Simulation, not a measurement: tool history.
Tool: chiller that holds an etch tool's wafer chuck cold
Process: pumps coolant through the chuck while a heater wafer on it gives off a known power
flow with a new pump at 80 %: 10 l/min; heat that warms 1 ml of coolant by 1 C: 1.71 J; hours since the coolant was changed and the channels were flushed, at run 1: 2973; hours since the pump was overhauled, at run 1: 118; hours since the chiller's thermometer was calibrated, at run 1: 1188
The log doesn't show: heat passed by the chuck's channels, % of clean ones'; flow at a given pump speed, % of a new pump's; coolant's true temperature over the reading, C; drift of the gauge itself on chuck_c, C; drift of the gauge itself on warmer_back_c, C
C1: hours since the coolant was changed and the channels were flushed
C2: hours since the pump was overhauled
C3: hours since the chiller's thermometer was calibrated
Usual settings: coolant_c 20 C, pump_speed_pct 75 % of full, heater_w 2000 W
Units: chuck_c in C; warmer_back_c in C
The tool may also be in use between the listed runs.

Run 1, hour 0: usual settings; C1 2973; C2 118; C3 1188. Result: chuck_c 39.9 C, warmer_back_c 7.62 C.
Run 2, hour 35.7: usual settings; C1 3009; C2 154; C3 1224. Result: chuck_c 39.9 C, warmer_back_c 7.65 C.
Run 3, hour 96.9: usual settings; C1 3070; C2 215; C3 1285. Result: chuck_c 40 C, warmer_back_c 7.58 C.
Run 4, hour 140: usual settings; C1 3113; C2 258; C3 1328. Result: chuck_c 40.3 C, warmer_back_c 7.65 C.
Run 5, hour 186.8: usual settings; C1 3160; C2 305; C3 1375. Result: chuck_c 40.2 C, warmer_back_c 7.64 C.
Run 6, hour 223.6: usual settings but heater_w 1978 W; C1 3197; C2 342; C3 1411. Result: chuck_c 40.1 C, warmer_back_c 7.53 C.
Run 7, hour 281.8: usual settings; C1 3255; C2 400; C3 1470. Result: chuck_c 40.4 C, warmer_back_c 7.65 C.
Run 8, hour 315.1: usual settings; C1 3288; C2 433; C3 1503. Result: chuck_c 40.2 C, warmer_back_c 7.73 C.
Run 9, hour 367.6: usual settings but heater_w 2090 W; C1 3341; C2 486; C3 1555. Result: chuck_c 41.4 C, warmer_back_c 8.05 C.
Run 10, hour 433.8: usual settings but heater_w 2090 W; C1 3407; C2 552; C3 1622. Result: chuck_c 41.5 C, warmer_back_c 8.05 C.
Run 11, hour 473.8: usual settings but heater_w 2090 W; C1 3447; C2 592; C3 1662. Result: chuck_c 41.6 C, warmer_back_c 8.04 C.
Run 12, hour 519.4: usual settings but heater_w 2090 W; C1 3492; C2 638; C3 1707. Result: chuck_c 41.5 C, warmer_back_c 8.1 C.
Run 13, hour 585.5: usual settings but coolant_c 11 C, pump_speed_pct 77 % of full, heater_w 1241 W; C1 3558; C2 704; C3 1773. Result: chuck_c 23.4 C, warmer_back_c 4.73 C.
At hour 611: coolant changed, channels flushed.
Run 14, hour 628.6: usual settings but coolant_c 29 C, pump_speed_pct 88 % of full, heater_w 1123 W; C1 18; C2 741; C3 1810. Result: chuck_c 37.3 C, warmer_back_c 3.61 C.
Run 15, hour 678.2: usual settings but coolant_c 11 C, pump_speed_pct 85 % of full, heater_w 1949 W; C1 67; C2 791; C3 1860. Result: chuck_c 26.1 C, warmer_back_c 6.62 C.
Run 16, hour 741.3: usual settings but coolant_c 19 C, heater_w 1324 W; C1 130; C2 854; C3 1923. Result: chuck_c 30.5 C, warmer_back_c 5.16 C.
Run 17, hour 795.6: usual settings but coolant_c 21 C, heater_w 2400 W; C1 185; C2 908; C3 1977. Result: chuck_c 42.1 C, warmer_back_c 9.3 C.
Run 18, hour 853.6: usual settings but coolant_c 29 C, pump_speed_pct 82 % of full, heater_w 1063 W; C1 243; C2 966; C3 2035. Result: chuck_c 37.4 C, warmer_back_c 3.72 C.
Run 19, hour 915.5: usual settings but coolant_c 29 C, pump_speed_pct 82 % of full, heater_w 1063 W; C1 304; C2 1028; C3 2097. Result: chuck_c 37.6 C, warmer_back_c 3.78 C.
Run 20, hour 972.1: usual settings but coolant_c 14 C, pump_speed_pct 67 % of full, heater_w 2088 W; C1 361; C2 1085; C3 2154. Result: chuck_c 34.8 C, warmer_back_c 9.26 C.
Run 21, hour 1013.6: usual settings but coolant_c 25 C, pump_speed_pct 86 % of full, heater_w 1542 W; C1 403; C2 1126; C3 2195. Result: chuck_c 37 C, warmer_back_c 5.16 C.
Run 22, hour 1061.2: usual settings but coolant_c 11 C, pump_speed_pct 67 % of full; C1 450; C2 1174; C3 2243. Result: chuck_c 30.9 C, warmer_back_c 8.91 C.
Run 23, hour 1103.3: usual settings but coolant_c 11 C, pump_speed_pct 67 % of full; C1 492; C2 1216; C3 2285. Result: chuck_c 30.8 C, warmer_back_c 8.91 C.
Run 24, hour 1132.7: usual settings but coolant_c 29 C, heater_w 1757 W; C1 522; C2 1245; C3 2315. Result: chuck_c 44.8 C, warmer_back_c 6.92 C.

5 ways to go on from here, each from the tool as it stands after run 24. What would each give?
Run A, hour 1165.5: usual settings but pump_speed_pct 66 % of full; C1 554; C2 1278; C3 2347. Result: chuck_c ?, warmer_back_c ?.
Run B, hour 1165.5: usual settings but coolant_c 19 C, heater_w 1499 W; C1 554; C2 1278; C3 2347. Result: chuck_c ?, warmer_back_c ?.
Run C, hour 1165.5: usual settings but coolant_c 11 C; C1 554; C2 1278; C3 2347. Result: chuck_c ?, warmer_back_c ?.
Run D, hour 1165.5: usual settings but coolant_c 24 C, heater_w 1181 W; C1 554; C2 1278; C3 2347. Result: chuck_c ?, warmer_back_c ?.
Run E, hour 1165.5: usual settings but coolant_c 21 C, pump_speed_pct 76 % of full, heater_w 1014 W; C1 554; C2 1278; C3 2347. Result: chuck_c ?, warmer_back_c ?.

run  chuck_c  warmer_back_c
  A     40.3           9.08
  B     32.3           5.85
  C     28.9           7.86
  D     34.6           4.62
  E     29.8           3.92
Without the tool's hidden state the same runs would have given:
run  chuck_c  warmer_back_c
  A     39.4           8.76
  B     31.9           5.64
  C     28.2           7.58
  D     34.3           4.45
  E     29.6           3.78

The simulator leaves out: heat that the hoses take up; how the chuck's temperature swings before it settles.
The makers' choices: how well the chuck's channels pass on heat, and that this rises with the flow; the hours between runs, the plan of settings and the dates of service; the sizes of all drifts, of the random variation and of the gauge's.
